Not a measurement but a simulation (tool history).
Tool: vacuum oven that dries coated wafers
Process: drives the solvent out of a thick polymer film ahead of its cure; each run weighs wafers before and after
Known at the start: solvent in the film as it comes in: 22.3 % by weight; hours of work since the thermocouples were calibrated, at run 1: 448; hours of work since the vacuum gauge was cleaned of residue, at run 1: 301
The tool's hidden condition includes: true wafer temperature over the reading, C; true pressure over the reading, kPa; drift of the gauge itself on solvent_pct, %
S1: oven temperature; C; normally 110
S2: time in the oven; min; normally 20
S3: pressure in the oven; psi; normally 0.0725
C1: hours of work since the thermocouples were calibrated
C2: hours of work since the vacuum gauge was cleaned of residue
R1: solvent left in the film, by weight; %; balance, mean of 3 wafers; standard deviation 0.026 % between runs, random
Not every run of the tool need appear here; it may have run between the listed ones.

run 1 hour=0 | S1=110 S2=20 S3=0.0725 | C1=448 C2=301 | R1=4.59
run 2 hour=15.2 | S1=110 S2=20 S3=0.0725 | C1=455 C2=308 | R1=4.55
run 3 hour=30.7 | S1=110 S2=20 S3=0.0725 | C1=463 C2=316 | R1=4.58
run 4 hour=59.9 | S1=110 S2=20 S3=0.0725 | C1=477 C2=330 | R1=4.53
run 5 hour=81 | S1=110 S2=20 S3=0.0725 | C1=487 C2=340 | R1=4.56
run 6 hour=111 | S1=110 S2=20 S3=0.0725 | C1=502 C2=355 | R1=4.57
run 7 hour=139.3 | S1=110 S2=20 S3=0.1809 | C1=515 C2=369 | R1=4.95
run 8 hour=161.8 | S1=110 S2=20 S3=0.1809 | C1=526 C2=380 | R1=4.99
run 9 hour=183.9 | S1=122 S2=20 S3=0.0725 | C1=537 C2=390 | R1=2.21
run 10 hour=208.6 | S1=122 S2=20 S3=0.0725 | C1=549 C2=402 | R1=2.22
run 11 hour=230.9 | S1=98 S2=20 S3=0.1041 | C1=560 C2=413 | R1=7.74
run 12 hour=245.9 | S1=98 S2=20 S3=0.1041 | C1=567 C2=420 | R1=7.74
run 13 hour=266.4 | S1=98 S2=20 S3=0.1249 | C1=577 C2=430 | R1=7.83
run 14 hour=294.5 | S1=110 S2=15 S3=0.0827 | C1=591 C2=444 | R1=6.44
run 15 hour=324.3 | S1=106 S2=11 S3=0.0376 | C1=605 C2=458 | R1=9.27
run 16 hour=339 | S1=101 S2=13 S3=0.2267 | C1=612 C2=466 | R1=10.11
run 17 hour=364.3 | S1=101 S2=13 S3=0.2267 | C1=624 C2=478 | R1=10.18
run 18 hour=382.2 | S1=121 S2=18 S3=0.055 | C1=633 C2=487 | R1=2.82
run 19 hour=400.3 | S1=121 S2=18 S3=0.055 | C1=642 C2=495 | R1=2.86
run 20 hour=427.3 | S1=121 S2=30 S3=0.055 | C1=655 C2=508 | R1=0.95

What if the next run were any one of these 3? Each begins from the tool's condition after run 20:
run A hour=455.4 | S1=114 S2=28 S3=0.055 | C1=669 C2=522 | R1=?
run B hour=455.4 | S1=110 S2=20 S3=0.2635 | C1=669 C2=522 | R1=?
run C hour=455.4 | S1=109 S2=30 S3=0.055 | C1=669 C2=522 | R1=?

run=A R1=1.96
run=B R1=5.33
run=C R1=2.46
Without the tool's hidden state the same runs would have given:
run=A R1=1.97
run=B R1=5.34
run=C R1=2.46
